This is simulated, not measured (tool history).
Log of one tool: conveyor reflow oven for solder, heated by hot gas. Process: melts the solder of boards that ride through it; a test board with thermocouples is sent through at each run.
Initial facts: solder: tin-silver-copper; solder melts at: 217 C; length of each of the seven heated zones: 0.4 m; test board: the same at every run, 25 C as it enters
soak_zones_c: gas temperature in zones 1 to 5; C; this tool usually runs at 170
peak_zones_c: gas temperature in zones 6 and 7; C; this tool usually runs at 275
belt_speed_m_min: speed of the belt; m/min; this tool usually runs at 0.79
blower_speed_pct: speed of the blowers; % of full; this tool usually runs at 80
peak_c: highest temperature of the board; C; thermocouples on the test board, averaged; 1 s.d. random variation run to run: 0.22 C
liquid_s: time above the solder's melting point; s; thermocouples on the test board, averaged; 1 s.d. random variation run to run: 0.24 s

Run 1, hour 0: usual settings. Result: peak_c 263.3 C, liquid_s 50.6 s.
Run 2, hour 22.5: usual settings. Result: peak_c 263.1 C, liquid_s 50.9 s.
Run 3, hour 42.8: usual settings. Result: peak_c 263.7 C, liquid_s 51.2 s.
Run 4, hour 68.9: usual settings but blower_speed_pct 55 % of full. Result: peak_c 258.9 C, liquid_s 48.2 s.
Run 5, hour 93.9: usual settings but blower_speed_pct 55 % of full. Result: peak_c 258.5 C, liquid_s 47.7 s.
Run 6, hour 119.4: usual settings. Result: peak_c 263.5 C, liquid_s 50.7 s.
Run 7, hour 131.2: usual settings. Result: peak_c 263 C, liquid_s 51.2 s.
Run 8, hour 151.3: usual settings. Result: peak_c 263.1 C, liquid_s 50.7 s.
Run 9, hour 176.1: usual settings but peak_zones_c 279 C. Result: peak_c 266.7 C, liquid_s 51.9 s.
Run 10, hour 190.8: usual settings but peak_zones_c 279 C. Result: peak_c 266.7 C, liquid_s 52.1 s.
Run 11, hour 203.3: usual settings but peak_zones_c 279 C. Result: peak_c 266.6 C, liquid_s 52 s.
Run 12, hour 222.7: usual settings but peak_zones_c 279 C. Result: peak_c 266.8 C, liquid_s 52.2 s.
Run 13, hour 233.4: usual settings but peak_zones_c 286 C, blower_speed_pct 52 % of full. Result: peak_c 267.6 C, liquid_s 52.2 s.
Run 14, hour 252.1: usual settings but soak_zones_c 164 C, peak_zones_c 286 C, blower_speed_pct 69 % of full. Result: peak_c 270.4 C, liquid_s 52.2 s.
Run 15, hour 278: usual settings but soak_zones_c 164 C, peak_zones_c 286 C, blower_speed_pct 69 % of full. Result: peak_c 269.5 C, liquid_s 52.1 s.
Run 16, hour 289.8: usual settings but peak_zones_c 270 C, belt_speed_m_min 0.924 m/min. Result: peak_c 253.5 C, liquid_s 38.4 s.
At hour 310.4: flux residue cleaned out of gas plates and filters.
Run 17, hour 320.2: usual settings but peak_zones_c 283 C. Result: peak_c 271 C, liquid_s 53.9 s.
Run 18, hour 336.4: usual settings but blower_speed_pct 79 % of full. Result: peak_c 263.7 C, liquid_s 51.3 s.
Run 19, hour 358: usual settings but soak_zones_c 160 C, peak_zones_c 266 C, belt_speed_m_min 0.691 m/min. Result: peak_c 257.7 C, liquid_s 54.4 s.
Run 20, hour 380.2: usual settings but soak_zones_c 160 C, peak_zones_c 266 C, belt_speed_m_min 0.691 m/min. Result: peak_c 257.7 C, liquid_s 54.3 s.
Run 21, hour 403.9: usual settings but soak_zones_c 161 C, peak_zones_c 266 C, belt_speed_m_min 0.658 m/min, blower_speed_pct 50 % of full. Result: peak_c 254.2 C, liquid_s 53.9 s.

3 options for the next run, each taken on its own from the tool as it stands now. Forecast them:
Run A, hour 417.3: usual settings but soak_zones_c 155 C, peak_zones_c 266 C, belt_speed_m_min 0.72 m/min, blower_speed_pct 85 % of full. Result: peak_c ?, liquid_s ?.
Run B, hour 417.3: usual settings but peak_zones_c 281 C, belt_speed_m_min 0.8 m/min, blower_speed_pct 55 % of full. Result: peak_c ?, liquid_s ?.
Run C, hour 417.3: usual settings but soak_zones_c 161 C, peak_zones_c 289 C, belt_speed_m_min 0.658 m/min, blower_speed_pct 50 % of full. Result: peak_c ?, liquid_s ?.

run  peak_c  liquid_s
  A   256.7      49.9
  B     264      49.8
  C   275.6      64.5
Without the tool's hidden state the same runs would have given:
run  peak_c  liquid_s
  A   256.4      49.3
  B   263.6      49.1
  C   275.1      63.6

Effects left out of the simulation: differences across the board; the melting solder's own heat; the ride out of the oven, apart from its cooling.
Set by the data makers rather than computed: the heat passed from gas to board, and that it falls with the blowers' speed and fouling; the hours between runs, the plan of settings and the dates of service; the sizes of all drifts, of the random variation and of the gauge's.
